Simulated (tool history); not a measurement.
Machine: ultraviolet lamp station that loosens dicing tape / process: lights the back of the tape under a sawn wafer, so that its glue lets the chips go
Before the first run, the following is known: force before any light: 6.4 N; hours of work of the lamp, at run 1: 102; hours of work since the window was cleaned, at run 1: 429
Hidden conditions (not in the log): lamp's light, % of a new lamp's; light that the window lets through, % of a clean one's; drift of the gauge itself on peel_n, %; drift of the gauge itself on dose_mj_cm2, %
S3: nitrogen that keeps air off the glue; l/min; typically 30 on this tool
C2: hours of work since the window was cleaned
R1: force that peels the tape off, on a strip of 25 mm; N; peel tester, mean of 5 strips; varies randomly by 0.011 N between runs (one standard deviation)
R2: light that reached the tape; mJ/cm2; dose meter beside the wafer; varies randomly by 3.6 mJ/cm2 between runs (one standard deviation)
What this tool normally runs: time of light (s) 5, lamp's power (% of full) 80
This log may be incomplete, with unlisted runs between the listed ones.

run 1 hour=0.0 | time_of_light_(s)=5 lamp's_power_(%_of_full)=80 S3=30 | hours_of_work_of_the_lamp=102 C2=429 | R1=0.707 R2=480
run 2 hour=7.8 | time_of_light_(s)=5 lamp's_power_(%_of_full)=80 S3=30 | hours_of_work_of_the_lamp=107 C2=434 | R1=0.713 R2=477
run 3 hour=13.6 | time_of_light_(s)=5 lamp's_power_(%_of_full)=64 S3=30 | hours_of_work_of_the_lamp=110 C2=437 | R1=1.040 R2=381
run 4 hour=23.1 | time_of_light_(s)=5 lamp's_power_(%_of_full)=64 S3=30 | hours_of_work_of_the_lamp=116 C2=443 | R1=1.048 R2=384
run 5 hour=34.0 | time_of_light_(s)=5 lamp's_power_(%_of_full)=64 S3=30 | hours_of_work_of_the_lamp=122 C2=449 | R1=1.057 R2=380
-- hour=39.4 window cleaned of glue's vapour
run 6 hour=43.8 | time_of_light_(s)=5 lamp's_power_(%_of_full)=64 S3=30 | hours_of_work_of_the_lamp=128 C2=3 | R1=0.801 R2=442
run 7 hour=52.2 | time_of_light_(s)=5 lamp's_power_(%_of_full)=64 S3=30 | hours_of_work_of_the_lamp=133 C2=8 | R1=0.833 R2=447
run 8 hour=60.8 | time_of_light_(s)=5 lamp's_power_(%_of_full)=64 S3=30 | hours_of_work_of_the_lamp=138 C2=13 | R1=0.848 R2=440
run 9 hour=67.2 | time_of_light_(s)=5 lamp's_power_(%_of_full)=64 S3=30 | hours_of_work_of_the_lamp=142 C2=17 | R1=0.829 R2=432
run 10 hour=72.6 | time_of_light_(s)=5 lamp's_power_(%_of_full)=64 S3=30 | hours_of_work_of_the_lamp=145 C2=20 | R1=0.848 R2=436
run 11 hour=78.1 | time_of_light_(s)=5 lamp's_power_(%_of_full)=64 S3=30 | hours_of_work_of_the_lamp=148 C2=23 | R1=0.811 R2=437
run 12 hour=85.9 | time_of_light_(s)=5 lamp's_power_(%_of_full)=64 S3=30 | hours_of_work_of_the_lamp=153 C2=28 | R1=0.874 R2=434
run 13 hour=95.5 | time_of_light_(s)=5 lamp's_power_(%_of_full)=64 S3=30 | hours_of_work_of_the_lamp=159 C2=33 | R1=0.879 R2=434
run 14 hour=105.1 | time_of_light_(s)=5 lamp's_power_(%_of_full)=80 S3=30 | hours_of_work_of_the_lamp=164 C2=39 | R1=0.572 R2=536
run 15 hour=114.2 | time_of_light_(s)=5 lamp's_power_(%_of_full)=80 S3=30 | hours_of_work_of_the_lamp=170 C2=45 | R1=0.573 R2=537
run 16 hour=119.5 | time_of_light_(s)=5 lamp's_power_(%_of_full)=80 S3=30 | hours_of_work_of_the_lamp=173 C2=48 | R1=0.556 R2=530
run 17 hour=129.2 | time_of_light_(s)=5 lamp's_power_(%_of_full)=80 S3=30 | hours_of_work_of_the_lamp=179 C2=54 | R1=0.585 R2=534
run 18 hour=134.2 | time_of_light_(s)=5 lamp's_power_(%_of_full)=80 S3=30 | hours_of_work_of_the_lamp=182 C2=56 | R1=0.552 R2=526
run 19 hour=139.8 | time_of_light_(s)=5 lamp's_power_(%_of_full)=80 S3=30 | hours_of_work_of_the_lamp=185 C2=60 | R1=0.613 R2=527
run 20 hour=149.2 | time_of_light_(s)=5 lamp's_power_(%_of_full)=80 S3=30 | hours_of_work_of_the_lamp=191 C2=65 | R1=0.588 R2=527
run 21 hour=159.7 | time_of_light_(s)=5 lamp's_power_(%_of_full)=80 S3=30 | hours_of_work_of_the_lamp=197 C2=72 | R1=0.584 R2=524
run 22 hour=170.5 | time_of_light_(s)=5 lamp's_power_(%_of_full)=80 S3=30 | hours_of_work_of_the_lamp=203 C2=78 | R1=0.603 R2=518
run 23 hour=181.6 | time_of_light_(s)=3 lamp's_power_(%_of_full)=80 S3=30 | hours_of_work_of_the_lamp=210 C2=85 | R1=1.415 R2=313
run 24 hour=187.9 | time_of_light_(s)=5 lamp's_power_(%_of_full)=65 S3=30 | hours_of_work_of_the_lamp=214 C2=89 | R1=0.895 R2=423
run 25 hour=197.5 | time_of_light_(s)=4 lamp's_power_(%_of_full)=80 S3=11 | hours_of_work_of_the_lamp=220 C2=94 | R1=1.586 R2=412
run 26 hour=203.7 | time_of_light_(s)=5 lamp's_power_(%_of_full)=80 S3=12 | hours_of_work_of_the_lamp=223 C2=98 | R1=1.157 R2=517
run 27 hour=210.3 | time_of_light_(s)=4 lamp's_power_(%_of_full)=84 S3=9 | hours_of_work_of_the_lamp=227 C2=102 | R1=1.671 R2=429
run 28 hour=217.8 | time_of_light_(s)=7 lamp's_power_(%_of_full)=91 S3=11 | hours_of_work_of_the_lamp=232 C2=106 | R1=0.523 R2=812
run 29 hour=227.7 | time_of_light_(s)=7 lamp's_power_(%_of_full)=91 S3=11 | hours_of_work_of_the_lamp=237 C2=112 | R1=0.526 R2=803
run 30 hour=238.7 | time_of_light_(s)=7 lamp's_power_(%_of_full)=91 S3=11 | hours_of_work_of_the_lamp=244 C2=119 | R1=0.526 R2=814
run 31 hour=248.5 | time_of_light_(s)=7 lamp's_power_(%_of_full)=91 S3=11 | hours_of_work_of_the_lamp=250 C2=125 | R1=0.537 R2=806
run 32 hour=258.7 | time_of_light_(s)=7 lamp's_power_(%_of_full)=91 S3=10 | hours_of_work_of_the_lamp=256 C2=131 | R1=0.585 R2=805
run 33 hour=264.9 | time_of_light_(s)=8 lamp's_power_(%_of_full)=80 S3=30 | hours_of_work_of_the_lamp=260 C2=134 | R1=0.286 R2=806
run 34 hour=270.1 | time_of_light_(s)=8 lamp's_power_(%_of_full)=100 S3=30 | hours_of_work_of_the_lamp=263 C2=137 | R1=0.216 R2=1009
run 35 hour=280.7 | time_of_light_(s)=8 lamp's_power_(%_of_full)=100 S3=30 | hours_of_work_of_the_lamp=269 C2=144 | R1=0.202 R2=996
run 36 hour=285.9 | time_of_light_(s)=8 lamp's_power_(%_of_full)=95 S3=30 | hours_of_work_of_the_lamp=272 C2=147 | R1=0.220 R2=945
run 37 hour=293.4 | time_of_light_(s)=8 lamp's_power_(%_of_full)=95 S3=30 | hours_of_work_of_the_lamp=277 C2=151 | R1=0.229 R2=944
run 38 hour=304.8 | time_of_light_(s)=8 lamp's_power_(%_of_full)=95 S3=30 | hours_of_work_of_the_lamp=283 C2=158 | R1=0.224 R2=933
run 39 hour=312.8 | time_of_light_(s)=4 lamp's_power_(%_of_full)=80 S3=12 | hours_of_work_of_the_lamp=288 C2=163 | R1=1.658 R2=390
run 40 hour=321.6 | time_of_light_(s)=4 lamp's_power_(%_of_full)=80 S3=12 | hours_of_work_of_the_lamp=293 C2=168 | R1=1.626 R2=394
run 41 hour=327.8 | time_of_light_(s)=5 lamp's_power_(%_of_full)=80 S3=12 | hours_of_work_of_the_lamp=297 C2=172 | R1=1.240 R2=486
run 42 hour=334.2 | time_of_light_(s)=5 lamp's_power_(%_of_full)=80 S3=12 | hours_of_work_of_the_lamp=301 C2=176 | R1=1.212 R2=486
run 43 hour=340.4 | time_of_light_(s)=5 lamp's_power_(%_of_full)=80 S3=12 | hours_of_work_of_the_lamp=305 C2=179 | R1=1.214 R2=481

What if the next run were any one of these 4? Each begins from the tool's condition after run 43:
run A hour=349.2 | time_of_light_(s)=5 lamp's_power_(%_of_full)=80 S3=10 | hours_of_work_of_the_lamp=310 C2=185 | R1=? R2=?
run B hour=349.2 | time_of_light_(s)=5 lamp's_power_(%_of_full)=80 S3=11 | hours_of_work_of_the_lamp=310 C2=185 | R1=? R2=?
run C hour=349.2 | time_of_light_(s)=2 lamp's_power_(%_of_full)=80 S3=30 | hours_of_work_of_the_lamp=310 C2=185 | R1=? R2=?
run D hour=349.2 | time_of_light_(s)=8 lamp's_power_(%_of_full)=80 S3=14 | hours_of_work_of_the_lamp=310 C2=185 | R1=? R2=?

run=A R1=1.353 R2=480
run=B R1=1.266 R2=483
run=C R1=2.505 R2=194
run=D R1=0.485 R2=772
The same runs, with their run-to-run variation unchanged, on a tool lacking any hidden condition would have given:
run=A R1=0.986 R2=590
run=B R1=0.914 R2=593
run=C R1=2.037 R2=238
run=D R1=0.331 R2=947

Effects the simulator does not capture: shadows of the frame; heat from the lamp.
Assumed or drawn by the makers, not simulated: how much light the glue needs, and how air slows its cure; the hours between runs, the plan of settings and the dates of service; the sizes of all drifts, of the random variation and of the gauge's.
